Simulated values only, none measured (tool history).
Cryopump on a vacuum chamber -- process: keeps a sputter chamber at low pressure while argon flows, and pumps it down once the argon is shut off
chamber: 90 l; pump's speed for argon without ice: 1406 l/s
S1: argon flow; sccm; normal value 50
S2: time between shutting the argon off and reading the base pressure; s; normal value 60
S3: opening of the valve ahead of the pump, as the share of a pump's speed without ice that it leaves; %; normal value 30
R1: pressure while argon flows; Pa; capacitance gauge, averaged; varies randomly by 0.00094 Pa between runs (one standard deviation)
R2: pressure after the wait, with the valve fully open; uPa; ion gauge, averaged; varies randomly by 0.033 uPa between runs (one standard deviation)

run,hour,S1,S2,S3,R1,R2
1,0,50,60,30,0.2067,1.93
2,41.5,50,60,30,0.2096,1.91
3,114.3,50,24,30,0.2151,4.17
4,154.2,50,24,30,0.2157,4.2
5,201.6,79,60,30,0.352,2.04
# hour 264.7: pump warmed up, emptied and cooled again
6,284.9,79,60,30,0.3228,1.91
7,321.2,79,60,30,0.3228,1.9
8,396.8,50,60,30,0.2076,1.96
9,473.6,50,60,30,0.2117,1.93
10,530.4,50,60,30,0.2167,2.04
11,616.6,50,60,30,0.2227,2.07
12,673.8,50,30,30,0.2284,3.76
# hour 682.9: pump warmed up, emptied and cooled again
13,757.6,50,30,30,0.2042,3.49
14,842.1,50,30,30,0.2073,3.54
15,888.8,50,60,30,0.2099,2.07
16,944.7,50,60,30,0.2173,2.07
17,999.3,61,60,30,0.2699,2.04
18,1052.4,68,27,47,0.2077,3.93
# hour 1100.7: pump warmed up, emptied and cooled again
# hour 1102.7: leaking fittings of the chamber tightened, without venting
19,1112,68,27,47,0.1752,3.49
20,1191.3,68,27,47,0.1814,3.65
21,1257.8,68,151,23,0.3703,0.94
22,1332.6,68,151,23,0.3737,0.95
23,1403.4,26,165,52,0.0711,0.93
24,1451.8,20,165,26,0.1024,0.98
25,1509.8,29,77,30,0.1352,1.63
# hour 1519.8: pump warmed up, emptied and cooled again
26,1578.7,29,77,30,0.1174,1.5
27,1639,21,60,30,0.0877,1.86
28,1724.4,26,105,52,0.0664,1.23
29,1771.4,50,60,39,0.1706,1.92
30,1836.6,50,60,39,0.1754,1.92
31,1909.6,50,60,39,0.1803,2
# hour 1938.2: pump warmed up, emptied and cooled again
32,1971.7,50,218,24,0.2536,0.75
33,2024.7,31,60,15,0.2529,1.98
34,2109.1,21,60,30,0.0875,1.93

Each row is a separate what-if for the run after 34, all from the same tool condition, not one after another. Results?
A,2162.1,52,21,16,?,?
B,2162.1,25,60,40,?,?
C,2162.1,50,60,30,?,?

run,R1,R2
A,0.4049,4.78
B,0.0819,1.98
C,0.2145,1.98
Without the tool's hidden state the same runs would have given:
run,R1,R2
A,0.3902,4.55
B,0.0748,1.74
C,0.2004,1.75
